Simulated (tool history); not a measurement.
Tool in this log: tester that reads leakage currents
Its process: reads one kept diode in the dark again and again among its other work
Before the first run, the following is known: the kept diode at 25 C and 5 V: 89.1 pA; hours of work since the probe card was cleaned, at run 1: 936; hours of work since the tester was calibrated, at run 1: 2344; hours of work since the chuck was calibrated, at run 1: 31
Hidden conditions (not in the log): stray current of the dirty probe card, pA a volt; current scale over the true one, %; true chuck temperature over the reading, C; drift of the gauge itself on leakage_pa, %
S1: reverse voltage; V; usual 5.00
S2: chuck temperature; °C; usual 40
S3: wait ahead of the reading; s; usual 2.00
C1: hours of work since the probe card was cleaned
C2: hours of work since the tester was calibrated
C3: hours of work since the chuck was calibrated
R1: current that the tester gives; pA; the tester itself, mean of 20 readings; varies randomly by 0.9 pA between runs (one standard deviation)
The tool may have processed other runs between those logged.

| run | hour | S1 | S2 | S3 | C1 | C2 | C3 | R1 |
|---|---|---|---|---|---|---|---|---|
| 1 | 0.0 | 5.00 | 40 | 2.00 | 936 | 2344 | 31 | 304.10 |
| 2 | 100.6 | 5.00 | 40 | 2.00 | 1001 | 2409 | 97 | 302.47 |
| 3 | 166.5 | 5.00 | 40 | 2.00 | 1044 | 2452 | 139 | 301.44 |
| 4 | 246.4 | 11.78 | 40 | 2.00 | 1095 | 2503 | 191 | 412.80 |
| 5 | 327.4 | 11.78 | 40 | 2.00 | 1148 | 2556 | 243 | 405.80 |
| 6 | 480.4 | 1.44 | 40 | 2.00 | 1247 | 2655 | 342 | 188.21 |
| 7 | 558.8 | 1.44 | 40 | 2.00 | 1297 | 2705 | 393 | 187.94 |
| 8 | 679.8 | 1.44 | 40 | 2.00 | 1376 | 2784 | 471 | 186.67 |
| 9 | 754.4 | 5.00 | 40 | 2.00 | 1424 | 2832 | 520 | 293.11 |
|  | 844.6 | probe card cleaned and baked |
| 10 | 852.6 | 5.00 | 40 | 2.00 | 5 | 2894 | 581 | 283.43 |
| 11 | 992.2 | 5.00 | 40 | 2.00 | 96 | 2984 | 672 | 282.17 |
| 12 | 1078.1 | 5.00 | 40 | 1.39 | 151 | 3040 | 727 | 281.46 |
|  | 1091.5 | tester calibrated |
| 13 | 1204.5 | 5.00 | 40 | 1.39 | 232 | 73 | 808 | 279.45 |
| 14 | 1307.2 | 5.52 | 40 | 0.32 | 298 | 140 | 874 | 288.57 |
|  | 1336.9 | chuck's temperature calibrated |
| 15 | 1405.4 | 1.46 | 42 | 1.32 | 360 | 202 | 44 | 227.82 |
| 16 | 1510.5 | 1.46 | 42 | 1.32 | 428 | 270 | 112 | 227.39 |
| 17 | 1655.5 | 12.89 | 37 | 4.58 | 522 | 364 | 206 | 336.30 |
| 18 | 1734.6 | 6.95 | 53 | 2.27 | 573 | 415 | 257 | 871.68 |

Run 19, settings as shown, results not yet in. Your forecast:
|  | 1781.3 | tester calibrated, once more |
| 19 | 1845.0 | 6.29 | 38 | 2.00 | 644 | 41 | 328 | ? |

R1: 274.48 pA
With no hidden state in the tool, this same run would have given R1 278.48 pA.
